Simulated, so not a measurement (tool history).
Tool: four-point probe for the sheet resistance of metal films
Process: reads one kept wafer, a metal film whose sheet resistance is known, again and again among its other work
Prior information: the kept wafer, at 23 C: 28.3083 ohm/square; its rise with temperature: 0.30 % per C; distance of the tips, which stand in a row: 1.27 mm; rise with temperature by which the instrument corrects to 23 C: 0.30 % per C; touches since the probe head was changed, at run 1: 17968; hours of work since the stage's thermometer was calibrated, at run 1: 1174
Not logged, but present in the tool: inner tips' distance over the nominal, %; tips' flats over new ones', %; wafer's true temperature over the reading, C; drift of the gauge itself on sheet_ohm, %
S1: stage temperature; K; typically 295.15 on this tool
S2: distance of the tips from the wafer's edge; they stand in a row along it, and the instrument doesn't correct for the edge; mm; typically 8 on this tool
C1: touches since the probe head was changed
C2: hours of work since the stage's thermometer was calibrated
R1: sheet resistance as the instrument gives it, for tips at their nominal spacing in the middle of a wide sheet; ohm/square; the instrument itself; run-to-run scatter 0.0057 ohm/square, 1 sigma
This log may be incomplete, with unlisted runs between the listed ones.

run,day,S1,S2,C1,C2,R1
1,0.000,295.15,8,17968,1174,28.681026
2,1.362,295.15,8,18335,1188,28.707742
3,3.192,295.15,8,18828,1206,28.696777
4,4.883,295.15,4,19284,1224,29.774409
5,6.758,295.15,8,19789,1243,28.697803
6,8.946,295.15,8,20379,1265,28.699791
7,11.721,295.15,8,21126,1293,28.709090
8,14.250,296.15,7,21808,1319,28.816970
9,16.788,296.15,7,22491,1345,28.831887
10,19.375,303.15,3,23188,1371,30.779101
11,21.862,303.15,3,23858,1397,30.784515

Consider 4 possible next runs. They are alternatives, not a sequence: every one starts from the tool as it was left by run 11. What does each give?
A,23.312,299.15,16,24249,1412,?
B,23.312,307.15,8,24249,1412,?
C,23.312,301.15,10,24249,1412,?
D,23.312,306.15,34,24249,1412,?

run,R1
A,28.420621
B,28.681502
C,28.552769
D,28.327023
Had the tool no hidden state, the same runs would have come out as:
run,R1
A,28.398805
B,28.660106
C,28.531007
D,28.305821
